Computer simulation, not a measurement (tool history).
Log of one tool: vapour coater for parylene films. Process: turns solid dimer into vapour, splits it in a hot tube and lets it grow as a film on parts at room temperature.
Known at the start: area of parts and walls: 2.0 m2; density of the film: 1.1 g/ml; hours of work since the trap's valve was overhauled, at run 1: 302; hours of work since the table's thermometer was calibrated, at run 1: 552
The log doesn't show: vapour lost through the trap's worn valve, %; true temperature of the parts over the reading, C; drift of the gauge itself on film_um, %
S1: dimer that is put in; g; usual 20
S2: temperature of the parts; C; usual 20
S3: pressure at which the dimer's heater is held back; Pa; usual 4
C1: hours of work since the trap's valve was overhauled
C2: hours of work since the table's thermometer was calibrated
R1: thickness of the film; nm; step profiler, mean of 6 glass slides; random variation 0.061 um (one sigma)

run   hour  S1  S2    S3   C1   C2     R1
  1      0  20  20     4  302  552   6510
  2    8.2  20  20     4  309  559   6470
  3   24.9  20  20     4  323  573   6420
  4   37.3  20  24     4  333  583   5740
  5   54.2  20  24     4  347  597   5700
  6   63.7  20  24     4  355  605   5640
  7   72.1  20  20     4  362  612   6320
  8   83.9  20  20     4  372  622   6340
  9   92.6  20  20     4  379  629   6240
 10  100.5  20  20     4  386  636   6290
 11  111.2  20  20  2.15  395  645   7140
     113.1  -- table's thermometer calibrated
     123.4  -- trap's valve overhauled
 12  133.1  20  20  2.15    8   13   8330
 13  140.7  20  20  2.15   14   20   8320
     154.4  -- table's thermometer calibrated, once more
 14  154.4  20  20  2.15   25    0   8280
 15    171  20  20  2.15   39   14   8200
 16  182.7  20  20     4   48   24   7000
 17  197.4  20  20     4   61   36   6950
 18  214.6  34  25     4   75   50  10300
 19  227.3  34  28  8.13   86   61   8220
 20  235.8  22  20  2.01   93   68   8840
 21  245.3  16  20  2.69  101   76   6160
 22  260.4  18  18  5.42  113   88   5950
 23    274  18  18  5.42  124  100   6020
 24  289.2  26  18  8.28  137  112   7840
 25  305.3  22  21  2.27  150  126   8280
 26  315.6   9  25  6.39  159  134   2350
 27  331.7  23  29  4.66  172  147   5930
 28  342.6  12  20     4  181  157   3990
 29  356.5  12  20     4  193  168   4010
 30  371.2  12  19  4.09  205  180   3970
 31  385.3  12  19  4.09  217  192   3940
 32  396.9  12  19  4.09  227  202   4040
 33  412.2  13  19  5.47  239  214   4050
 34  426.3  16  28  4.32  251  226   4180

Some steps in R1 between neighbouring runs. How much of each would the tool show without its hidden state too (settings, what came in, random variation), and how much is left for the hidden state, with any gauge scatter that isn't in both results?
Run 11 -> 12: table's thermometer calibrated, trap's valve overhauled. R1 +1190 nm: hidden state +1110, all else +80.
Run 17 -> 18: S1 20 -> 34, S2 20 -> 25. R1 +3350 nm: hidden state -150, all else +3500.
Run 25 -> 26: S1 22 -> 9, S2 21 -> 25, S3 2.27 -> 6.39. R1 -5930 nm: hidden state +370, all else -6300.
Run 26 -> 27: S1 9 -> 23, S2 25 -> 29, S3 6.39 -> 4.66. R1 +3580 nm: hidden state -280, all else +3860.

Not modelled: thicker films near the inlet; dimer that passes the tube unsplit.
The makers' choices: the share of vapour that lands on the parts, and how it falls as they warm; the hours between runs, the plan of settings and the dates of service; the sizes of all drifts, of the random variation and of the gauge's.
